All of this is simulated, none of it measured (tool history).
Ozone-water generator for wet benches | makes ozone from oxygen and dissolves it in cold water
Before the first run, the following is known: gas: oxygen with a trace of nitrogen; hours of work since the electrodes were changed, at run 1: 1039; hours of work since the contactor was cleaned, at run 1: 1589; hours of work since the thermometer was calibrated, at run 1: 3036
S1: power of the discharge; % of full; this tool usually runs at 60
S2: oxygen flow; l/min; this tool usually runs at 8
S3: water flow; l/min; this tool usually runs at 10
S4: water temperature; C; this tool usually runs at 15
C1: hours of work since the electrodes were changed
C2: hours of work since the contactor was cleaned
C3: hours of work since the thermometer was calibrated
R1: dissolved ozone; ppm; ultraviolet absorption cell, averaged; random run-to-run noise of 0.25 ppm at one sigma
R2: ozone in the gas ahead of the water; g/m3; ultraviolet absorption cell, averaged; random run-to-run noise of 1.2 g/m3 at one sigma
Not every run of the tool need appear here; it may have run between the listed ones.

{"run": 1, "hour": 0.0, "S1": 60, "S2": 8, "S3": 10, "S4": 15, "C1": 1039, "C2": 1589, "C3": 3036, "R1": 37.6, "R2": 220.9}
{"run": 2, "hour": 35.5, "S1": 60, "S2": 4.85, "S3": 10, "S4": 15, "C1": 1062, "C2": 1613, "C3": 3059, "R1": 40.8, "R2": 289.1}
{"run": 3, "hour": 72.0, "S1": 60, "S2": 8, "S3": 10, "S4": 15, "C1": 1086, "C2": 1636, "C3": 3083, "R1": 37.7, "R2": 223.4}
{"run": 4, "hour": 128.8, "S1": 60, "S2": 8, "S3": 8, "S4": 15, "C1": 1123, "C2": 1673, "C3": 3120, "R1": 41.9, "R2": 223.6}
{"run": 5, "hour": 164.2, "S1": 60, "S2": 8, "S3": 8, "S4": 15, "C1": 1146, "C2": 1697, "C3": 3143, "R1": 42.5, "R2": 222.4}
{"run": 6, "hour": 200.2, "S1": 60, "S2": 8, "S3": 15, "S4": 15, "C1": 1169, "C2": 1720, "C3": 3166, "R1": 29.4, "R2": 223.3}
{"run": 7, "hour": 237.4, "S1": 60, "S2": 8, "S3": 15, "S4": 15, "C1": 1193, "C2": 1744, "C3": 3191, "R1": 29.4, "R2": 221.1}
{"run": 8, "hour": 310.6, "S1": 60, "S2": 8, "S3": 10, "S4": 15, "C1": 1241, "C2": 1792, "C3": 3238, "R1": 37.4, "R2": 220.1}
{"run": 9, "hour": 389.5, "S1": 60, "S2": 8, "S3": 14, "S4": 15, "C1": 1293, "C2": 1844, "C3": 3290, "R1": 30.5, "R2": 222.3}
{"run": 10, "hour": 461.4, "S1": 60, "S2": 8, "S3": 10, "S4": 15, "C1": 1340, "C2": 1891, "C3": 3337, "R1": 37, "R2": 221.8}
{"run": 11, "hour": 538.9, "S1": 60, "S2": 8, "S3": 10, "S4": 15, "C1": 1390, "C2": 1941, "C3": 3387, "R1": 37.4, "R2": 222.3}
{"run": 12, "hour": 597.3, "S1": 60, "S2": 8, "S3": 12, "S4": 15, "C1": 1428, "C2": 1979, "C3": 3425, "R1": 33.6, "R2": 220.9}
{"run": 13, "hour": 645.4, "S1": 60, "S2": 8, "S3": 10, "S4": 18, "C1": 1460, "C2": 2011, "C3": 3457, "R1": 34.6, "R2": 223.6}
{"run": 14, "hour": 688.1, "S1": 60, "S2": 8, "S3": 10, "S4": 18, "C1": 1488, "C2": 2038, "C3": 3485, "R1": 34.6, "R2": 221.1}
{"run": 15, "hour": 730.7, "S1": 60, "S2": 8, "S3": 10, "S4": 18, "C1": 1515, "C2": 2066, "C3": 3512, "R1": 34.8, "R2": 219.6}
{"run": 16, "hour": 803.3, "S1": 59, "S2": 8, "S3": 10, "S4": 15, "C1": 1563, "C2": 2114, "C3": 3560, "R1": 36.2, "R2": 217.7}
{"run": 17, "hour": 877.1, "S1": 59, "S2": 8.7, "S3": 10, "S4": 8, "C1": 1611, "C2": 2162, "C3": 3608, "R1": 41.9, "R2": 206.5}
{"run": 18, "hour": 953.7, "S1": 60, "S2": 10.28, "S3": 10, "S4": 9, "C1": 1661, "C2": 2212, "C3": 3658, "R1": 39.7, "R2": 193.7}
{"run": 19, "hour": 1004.3, "S1": 60, "S2": 6.24, "S3": 13, "S4": 15, "C1": 1694, "C2": 2245, "C3": 3691, "R1": 32.8, "R2": 252.1}
{"run": 20, "hour": 1073.5, "S1": 60, "S2": 6.24, "S3": 13, "S4": 10, "C1": 1739, "C2": 2290, "C3": 3736, "R1": 35.8, "R2": 249.7}
{"run": 21, "hour": 1114.3, "S1": 65, "S2": 12.41, "S3": 6, "S4": 13, "C1": 1766, "C2": 2317, "C3": 3763, "R1": 45.1, "R2": 188.3}
{"run": 22, "hour": 1183.2, "S1": 48, "S2": 13.4, "S3": 10, "S4": 8, "C1": 1811, "C2": 2362, "C3": 3808, "R1": 31.5, "R2": 139.3}
{"run": 23, "hour": 1243.6, "S1": 46, "S2": 5.4, "S3": 8, "S4": 15, "C1": 1850, "C2": 2401, "C3": 3847, "R1": 35.6, "R2": 214.5}
{"run": 24, "hour": 1310.6, "S1": 46, "S2": 5.4, "S3": 8, "S4": 15, "C1": 1894, "C2": 2445, "C3": 3891, "R1": 36.1, "R2": 213.4}

Forecast run 25:
{"run": 25, "hour": 1371.9, "S1": 46, "S2": 9.16, "S3": 15, "S4": 9, "C1": 1934, "C2": 2485, "C3": 3931, "R1": "?", "R2": "?"}

{"run 25": {"R1": 25.4, "R2": 161.6}}
With no hidden state in the tool, this same run would have given R1 26.7 ppm, R2 163.7 g/m3.
